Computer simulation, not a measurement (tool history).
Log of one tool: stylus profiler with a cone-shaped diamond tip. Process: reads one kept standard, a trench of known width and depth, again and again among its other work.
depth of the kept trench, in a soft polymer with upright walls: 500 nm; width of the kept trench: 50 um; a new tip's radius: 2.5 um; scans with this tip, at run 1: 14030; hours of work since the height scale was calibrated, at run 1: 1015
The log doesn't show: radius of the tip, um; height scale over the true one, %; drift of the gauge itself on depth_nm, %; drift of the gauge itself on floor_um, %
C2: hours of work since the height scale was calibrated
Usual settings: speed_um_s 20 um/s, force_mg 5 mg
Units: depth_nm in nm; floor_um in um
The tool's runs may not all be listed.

{"run": 1, "hour": 0.0, "speed_um_s": 20, "force_mg": 5, "scans with this tip": 14030, "C2": 1015, "depth_nm": 510.17, "floor_um": 45.77}
{"run": 2, "hour": 88.0, "speed_um_s": 20, "force_mg": 5, "scans with this tip": 14758, "C2": 1067, "depth_nm": 510.05, "floor_um": 45.73}
{"run": 3, "hour": 165.1, "speed_um_s": 20, "force_mg": 5, "scans with this tip": 15397, "C2": 1114, "depth_nm": 510.21, "floor_um": 45.64}
{"run": 4, "hour": 227.6, "speed_um_s": 20, "force_mg": 5, "scans with this tip": 15916, "C2": 1151, "depth_nm": 510.33, "floor_um": 45.57}
{"run": 5, "hour": 270.1, "speed_um_s": 20, "force_mg": 5, "scans with this tip": 16268, "C2": 1177, "depth_nm": 510.34, "floor_um": 45.67}
{"hour": 299.2, "done": "height scale calibrated on a step standard"}
{"run": 6, "hour": 322.6, "speed_um_s": 20, "force_mg": 5, "scans with this tip": 16699, "C2": 14, "depth_nm": 510.49, "floor_um": 45.58}
{"run": 7, "hour": 412.7, "speed_um_s": 60, "force_mg": 5, "scans with this tip": 17445, "C2": 68, "depth_nm": 510.5, "floor_um": 45.45}
{"run": 8, "hour": 501.5, "speed_um_s": 20, "force_mg": 5, "scans with this tip": 18181, "C2": 121, "depth_nm": 510.71, "floor_um": 45.53}
{"run": 9, "hour": 592.0, "speed_um_s": 20, "force_mg": 14.95, "scans with this tip": 18931, "C2": 175, "depth_nm": 520.22, "floor_um": 45.55}
{"run": 10, "hour": 671.4, "speed_um_s": 18, "force_mg": 5, "scans with this tip": 19589, "C2": 223, "depth_nm": 510.74, "floor_um": 45.42}
{"run": 11, "hour": 739.5, "speed_um_s": 18, "force_mg": 5, "scans with this tip": 20153, "C2": 264, "depth_nm": 510.86, "floor_um": 45.38}
{"hour": 778.7, "done": "height scale calibrated on a step standard, once more"}
{"run": 12, "hour": 797.3, "speed_um_s": 18, "force_mg": 5, "scans with this tip": 20627, "C2": 11, "depth_nm": 508.88, "floor_um": 45.32}
{"run": 13, "hour": 842.5, "speed_um_s": 18, "force_mg": 5, "scans with this tip": 21002, "C2": 38, "depth_nm": 508.88, "floor_um": 45.37}
{"run": 14, "hour": 922.7, "speed_um_s": 63, "force_mg": 14.25, "scans with this tip": 21667, "C2": 86, "depth_nm": 517.66, "floor_um": 45.31}
{"run": 15, "hour": 990.3, "speed_um_s": 63, "force_mg": 14.25, "scans with this tip": 22227, "C2": 127, "depth_nm": 517.7, "floor_um": 45.21}
{"run": 16, "hour": 1061.4, "speed_um_s": 63, "force_mg": 14.25, "scans with this tip": 22815, "C2": 169, "depth_nm": 517.81, "floor_um": 45.14}
{"run": 17, "hour": 1133.3, "speed_um_s": 5, "force_mg": 2.66, "scans with this tip": 23412, "C2": 213, "depth_nm": 505.94, "floor_um": 45.23}

Forecast run 18:
{"run": 18, "hour": 1222.6, "speed_um_s": 65, "force_mg": 9.31, "scans with this tip": 24151, "C2": 266, "depth_nm": "?", "floor_um": "?"}

Run 18 gave depth_nm 513.7 nm, floor_um 45.07 um.
Without the tool's hidden state the same run would have given depth_nm 513.32 nm, floor_um 46.87 um.

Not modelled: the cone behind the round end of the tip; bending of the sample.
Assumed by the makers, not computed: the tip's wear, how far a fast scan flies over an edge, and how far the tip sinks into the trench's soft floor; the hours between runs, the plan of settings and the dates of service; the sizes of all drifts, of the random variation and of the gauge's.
